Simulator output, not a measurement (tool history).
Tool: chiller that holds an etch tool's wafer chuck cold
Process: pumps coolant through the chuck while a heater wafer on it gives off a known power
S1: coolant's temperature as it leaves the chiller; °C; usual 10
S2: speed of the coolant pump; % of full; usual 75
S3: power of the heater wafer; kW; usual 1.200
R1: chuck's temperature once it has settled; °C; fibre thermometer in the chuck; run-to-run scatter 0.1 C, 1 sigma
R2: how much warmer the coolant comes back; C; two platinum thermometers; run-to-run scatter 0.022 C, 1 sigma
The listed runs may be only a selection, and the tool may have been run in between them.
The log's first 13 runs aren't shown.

| run | day | S1 | S2 | S3 | R1 | R2 |
|---|---|---|---|---|---|---|
| 14 | 17.688 | 10 | 75 | 1.200 | 21.5 | 3.80 |
| 15 | 18.962 | 10 | 75 | 1.200 | 21.7 | 3.80 |
| 16 | 19.754 | 10 | 75 | 1.200 | 21.6 | 3.82 |
| 17 | 20.621 | 10 | 75 | 1.200 | 21.7 | 3.75 |
| 18 | 22.012 | 15 | 69 | 0.668 | 22.2 | 2.33 |
| 19 | 23.608 | 15 | 69 | 0.775 | 23.4 | 2.69 |
|  | 25.312 | chiller's thermometer calibrated |
| 20 | 25.312 | 5 | 96 | 0.722 | 10.7 | 1.71 |
| 21 | 26.504 | 5 | 96 | 0.722 | 10.6 | 1.72 |
| 22 | 28.304 | 2 | 89 | 0.722 | 8.0 | 1.86 |
|  | 28.662 | coolant pump overhauled |
| 23 | 29.621 | 18 | 81 | 1.436 | 30.4 | 4.25 |
| 24 | 31.267 | 18 | 81 | 1.436 | 30.5 | 4.25 |
| 25 | 32.525 | 18 | 81 | 1.436 | 30.6 | 4.27 |
|  | 33.800 | coolant pump overhauled, once more |
| 26 | 34.421 | 2 | 98 | 1.594 | 14.2 | 3.57 |

What does the tool deliver on the next run?
| 27 | 35.925 | 5 | 83 | 0.784 | ? | ? |

{"run 27": {"R1": 11.5, "R2": 2.15}}
Take away the tool's hidden state, keep the run-to-run variation as it was, and the same run would have given R1 10.7 °C, R2 2.16 C.
